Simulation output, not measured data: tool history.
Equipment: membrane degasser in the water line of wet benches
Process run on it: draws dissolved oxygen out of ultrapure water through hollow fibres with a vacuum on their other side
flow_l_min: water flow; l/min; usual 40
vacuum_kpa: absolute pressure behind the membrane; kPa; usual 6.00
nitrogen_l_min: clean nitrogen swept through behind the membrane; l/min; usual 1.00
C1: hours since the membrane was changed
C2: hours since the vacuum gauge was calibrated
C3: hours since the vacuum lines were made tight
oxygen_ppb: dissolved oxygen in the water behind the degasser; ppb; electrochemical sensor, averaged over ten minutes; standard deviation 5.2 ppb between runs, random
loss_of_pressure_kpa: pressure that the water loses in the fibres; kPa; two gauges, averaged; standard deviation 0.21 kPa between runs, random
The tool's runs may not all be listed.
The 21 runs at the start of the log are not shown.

run 22 day=184.638 | flow_l_min=33 vacuum_kpa=14.00 nitrogen_l_min=1.00 | C1=9871 C2=2212 C3=3166 | oxygen_ppb=876.1 loss_of_pressure_kpa=42.58
run 23 day=189.354 | flow_l_min=33 vacuum_kpa=14.00 nitrogen_l_min=1.00 | C1=9984 C2=2325 C3=3279 | oxygen_ppb=883.6 loss_of_pressure_kpa=42.57
run 24 day=197.208 | flow_l_min=33 vacuum_kpa=14.00 nitrogen_l_min=1.00 | C1=10173 C2=2514 C3=3467 | oxygen_ppb=865.9 loss_of_pressure_kpa=42.29
run 25 day=206.692 | flow_l_min=29 vacuum_kpa=12.63 nitrogen_l_min=1.93 | C1=10400 C2=2741 C3=3695 | oxygen_ppb=440.9 loss_of_pressure_kpa=37.55
run 26 day=216.471 | flow_l_min=29 vacuum_kpa=3.61 nitrogen_l_min=0.81 | C1=10635 C2=2976 C3=3930 | oxygen_ppb=174.6 loss_of_pressure_kpa=37.61
run 27 day=227.033 | flow_l_min=54 vacuum_kpa=6.00 nitrogen_l_min=1.00 | C1=10889 C2=3229 C3=4183 | oxygen_ppb=960.0 loss_of_pressure_kpa=69.95
run 28 day=237.638 | flow_l_min=56 vacuum_kpa=6.77 nitrogen_l_min=1.00 | C1=11143 C2=3484 C3=4438 | oxygen_ppb=1096.5 loss_of_pressure_kpa=72.18
run 29 day=242.921 | flow_l_min=49 vacuum_kpa=8.34 nitrogen_l_min=1.00 | C1=11270 C2=3611 C3=4564 | oxygen_ppb=1035.8 loss_of_pressure_kpa=63.18
run 30 day=247.983 | flow_l_min=40 vacuum_kpa=14.53 nitrogen_l_min=1.17 | C1=11391 C2=3732 C3=4686 | oxygen_ppb=1036.8 loss_of_pressure_kpa=52.01
run 31 day=256.050 | flow_l_min=40 vacuum_kpa=14.53 nitrogen_l_min=1.17 | C1=11585 C2=3926 C3=4880 | oxygen_ppb=1042.0 loss_of_pressure_kpa=51.75

Here are 3 independent what-if runs from the current tool condition. What would each one return?
run A day=266.604 | flow_l_min=27 vacuum_kpa=6.00 nitrogen_l_min=1.00 | C1=11838 C2=4179 C3=5133 | oxygen_ppb=? loss_of_pressure_kpa=?
run B day=266.604 | flow_l_min=40 vacuum_kpa=13.60 nitrogen_l_min=1.00 | C1=11838 C2=4179 C3=5133 | oxygen_ppb=? loss_of_pressure_kpa=?
run C day=266.604 | flow_l_min=40 vacuum_kpa=4.34 nitrogen_l_min=1.00 | C1=11838 C2=4179 C3=5133 | oxygen_ppb=? loss_of_pressure_kpa=?

run=A oxygen_ppb=276.2 loss_of_pressure_kpa=34.97
run=B oxygen_ppb=1090.1 loss_of_pressure_kpa=52.25
run=C oxygen_ppb=466.1 loss_of_pressure_kpa=52.44
Take away the tool's hidden state, keep each run's random variation, and the runs would have read:
run=A oxygen_ppb=245.2 loss_of_pressure_kpa=33.11
run=B oxygen_ppb=1031.1 loss_of_pressure_kpa=49.49
run=C oxygen_ppb=398.4 loss_of_pressure_kpa=49.68

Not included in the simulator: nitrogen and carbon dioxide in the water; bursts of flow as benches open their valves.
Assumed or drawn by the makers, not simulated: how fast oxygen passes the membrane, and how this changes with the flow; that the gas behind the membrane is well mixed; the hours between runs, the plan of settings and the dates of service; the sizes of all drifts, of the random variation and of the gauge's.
